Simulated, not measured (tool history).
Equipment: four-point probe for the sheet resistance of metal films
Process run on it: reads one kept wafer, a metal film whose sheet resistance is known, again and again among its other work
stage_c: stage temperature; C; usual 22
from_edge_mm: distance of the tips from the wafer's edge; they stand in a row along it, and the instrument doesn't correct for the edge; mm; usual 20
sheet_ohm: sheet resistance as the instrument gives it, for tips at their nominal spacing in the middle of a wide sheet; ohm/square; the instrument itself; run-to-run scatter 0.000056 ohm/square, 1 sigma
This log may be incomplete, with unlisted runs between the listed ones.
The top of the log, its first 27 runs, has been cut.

run	hour	stage_c	from_edge_mm	sheet_ohm
28	1083.5	25	35	0.280332
29	1117.9	25	35	0.280356
30	1168.9	25	35	0.280308
31	1221.7	27	23	0.281009
32	1270.9	18	10	0.280019
33	1309.6	18	10	0.279895
34	1336.3	25	4	0.289246
35	1382.8	25	18	0.280677
36	1406.4	31	4	0.290878
37	1439.1	22	28	0.279614
38	1466.8	22	28	0.279582
39	1506.9	22	62	0.279398
40	1537.6	29	8	0.283432

Forecast each of these 3 alternatives for the next run:
A	1589.7	33	4	?
B	1589.7	21	4	?
C	1589.7	20	3	?

run	sheet_ohm
A	0.291371
B	0.288271
C	0.294561
With no hidden state in the tool, these same runs would have given:
run	sheet_ohm
A	0.291363
B	0.288263
C	0.294554

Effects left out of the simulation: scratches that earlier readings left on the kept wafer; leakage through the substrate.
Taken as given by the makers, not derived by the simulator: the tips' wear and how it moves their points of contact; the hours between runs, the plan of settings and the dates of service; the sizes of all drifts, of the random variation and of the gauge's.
